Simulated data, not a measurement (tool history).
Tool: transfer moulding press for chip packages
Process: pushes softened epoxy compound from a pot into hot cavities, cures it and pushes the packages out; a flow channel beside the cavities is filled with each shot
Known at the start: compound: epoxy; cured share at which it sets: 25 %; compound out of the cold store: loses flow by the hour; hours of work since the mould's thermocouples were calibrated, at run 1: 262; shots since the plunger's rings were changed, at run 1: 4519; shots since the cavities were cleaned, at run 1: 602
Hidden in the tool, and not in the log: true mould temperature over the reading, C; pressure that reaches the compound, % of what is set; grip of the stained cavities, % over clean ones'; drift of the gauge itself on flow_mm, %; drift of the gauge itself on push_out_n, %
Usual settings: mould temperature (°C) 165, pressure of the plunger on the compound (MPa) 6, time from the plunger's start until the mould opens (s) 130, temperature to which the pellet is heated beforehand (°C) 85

run    hour  mould temperature (°C)  pressure of the plunger on the compound (MPa)  time from the plunger's start until the mould opens (s)  temperature to which the pellet is heated beforehand (°C)  hours of work since the mould's thermocouples were calibrated  shots since the plunger's rings were changed  shots since the cavities were cleaned  incoming compound's hours out of the cold store  length that the compound runs in the flow channel (mm)  greatest force on the pins that push the packages out (N)
  1       0                     165                                              6                                                      130                                                         85                                                            262                                          4519                                    602                                             14.6                                                     684                                                        277
  2    43.7                     165                                              6                                                      130                                                         85                                                            289                                          4923                                   1006                                             14.9                                                     691                                                        270
         61  -- cavities cleaned with cleaning compound and waxed
      113.2  -- plunger's sealing rings changed
  3   134.4                     165                                              6                                                      130                                                         85                                                            342                                           196                                    657                                             20.3                                                     684                                                        270
      192.4  -- cavities cleaned with cleaning compound and waxed
  4   221.4                     165                                              6                                                      130                                                         85                                                            394                                           988                                    268                                               19                                                     690                                                        273
  5   296.7                     165                                              6                                                      130                                                         85                                                            440                                          1686                                    966                                             42.8                                                     604                                                        274
      319.3  -- cavities cleaned with cleaning compound and waxed
  6   375.6                     165                                              6                                                      130                                                         85                                                            488                                          2403                                    521                                             14.4                                                     678                                                        287
  7     417                     165                                              6                                                      130                                                         85                                                            513                                          2787                                    905                                             17.7                                                     689                                                        286
      441.7  -- cavities cleaned with cleaning compound and waxed
  8     490                     165                                              6                                                      130                                                         85                                                            557                                          3449                                    447                                             39.5                                                     617                                                        276
      530.9  -- mould's thermocouples calibrated
        572  -- cavities cleaned with cleaning compound and waxed
  9     591                     165                                              6                                                      130                                                         85                                                             36                                          4352                                    176                                             39.9                                                     608                                                        262
 10   665.5                     165                                              6                                                      130                                                         85                                                             82                                          5043                                    867                                              8.6                                                     710                                                        273
      699.2  -- cavities cleaned with cleaning compound and waxed
      723.8  -- plunger's sealing rings changed
 11   746.2                     165                                              6                                                      130                                                         85                                                            129                                           207                                    411                                             14.3                                                     701                                                        280
 12   790.9                     173                                              6                                                      130                                                         85                                                            156                                           622                                    826                                             44.4                                                     579                                                        237
      828.7  -- cavities cleaned with cleaning compound and waxed
 13   859.2                     165                                              6                                                      130                                                         90                                                            197                                          1241                                    282                                             32.9                                                     642                                                        263
 14   902.9                     165                                              6                                                      130                                                         90                                                            224                                          1646                                    687                                               31                                                     627                                                        271
 15   947.7                     165                                              6                                                      122                                                         88                                                            251                                          2061                                   1102                                             23.5                                                     673                                                        300
      953.7  -- cavities cleaned with cleaning compound and waxed
 16  1016.9                     165                                              6                                                      122                                                         88                                                            293                                          2688                                    586                                             39.4                                                     621                                                        283
 17  1073.4                     165                                              6                                                      130                                                         87                                                            327                                          3212                                   1110                                             12.3                                                     705                                                        272
     1083.1  -- cavities cleaned with cleaning compound and waxed
 18  1159.1                     163                                           5.55                                                      130                                                         85                                                            379                                          3992                                    705                                              9.9                                                     697                                                        298
     1206.4  -- cavities cleaned with cleaning compound and waxed
 19  1250.3                     165                                              6                                                      122                                                         85                                                            434                                          4823                                    407                                             40.1                                                     617                                                        296
 20  1315.9                     165                                           4.66                                                      153                                                         85                                                            474                                          5431                                   1015                                              8.8                                                     627                                                        248
     1329.9  -- plunger's sealing rings changed
     1331.4  -- cavities cleaned with cleaning compound and waxed
 21  1363.8                     170                                           6.12                                                      116                                                         93                                                            501                                           299                                    299                                             30.8                                                     635                                                        241
     1454.4  -- cavities cleaned with cleaning compound and waxed
 22  1461.6                     170                                           6.12                                                      116                                                         93                                                            560                                          1192                                     67                                              9.8                                                     708                                                        250
       1500  -- mould's thermocouples calibrated
 23  1513.5                     165                                           6.96                                                      130                                                         85                                                              8                                          1654                                    529                                             41.7                                                     653                                                        270
     1579.4  -- cavities cleaned with cleaning compound and waxed
 24  1579.4                     165                                           6.96                                                      111                                                         85                                                             48                                          2251                                      0                                             40.5                                                     660                                                        325
 25  1638.9                     168                                           5.16                                                      157                                                         78                                                             84                                          2802                                    551                                               45                                                     546                                                        241
     1701.9  -- cavities cleaned with cleaning compound and waxed
 26    1720                     168                                           4.96                                                      134                                                         78                                                            133                                          3540                                    168                                             25.2                                                     591                                                        255
 27  1768.7                     171                                           4.96                                                      158                                                         86                                                            163                                          3991                                    619                                             27.1                                                     580                                                        238

3 ways to go on from here, each from the tool as it stands after run 27. What would each give?
     1825.6  -- cavities cleaned with cleaning compound and waxed
  A  1853.2                     165                                           5.47                                                      130                                                         85                                                            214                                          4760                                    255                                             35.2                                                       ?                                                          ?
     1825.6  -- cavities cleaned with cleaning compound and waxed
  B  1853.2                     160                                           4.96                                                      134                                                         76                                                            214                                          4760                                    255                                             47.9                                                       ?                                                          ?
     1825.6  -- cavities cleaned with cleaning compound and waxed
  C  1853.2                     168                                            6.2                                                      150                                                         86                                                            214                                          4760                                    255                                             32.5                                                       ?                                                          ?

run  length that the compound runs in the flow channel (mm)  greatest force on the pins that push the packages out (N)
  A                                                     588                                                        275
  B                                                     547                                                        329
  C                                                     641                                                        238
Without the tool's hidden state the same runs would have given:
run  length that the compound runs in the flow channel (mm)  greatest force on the pins that push the packages out (N)
  A                                                     589                                                        275
  B                                                     547                                                        328
  C                                                     641                                                        237

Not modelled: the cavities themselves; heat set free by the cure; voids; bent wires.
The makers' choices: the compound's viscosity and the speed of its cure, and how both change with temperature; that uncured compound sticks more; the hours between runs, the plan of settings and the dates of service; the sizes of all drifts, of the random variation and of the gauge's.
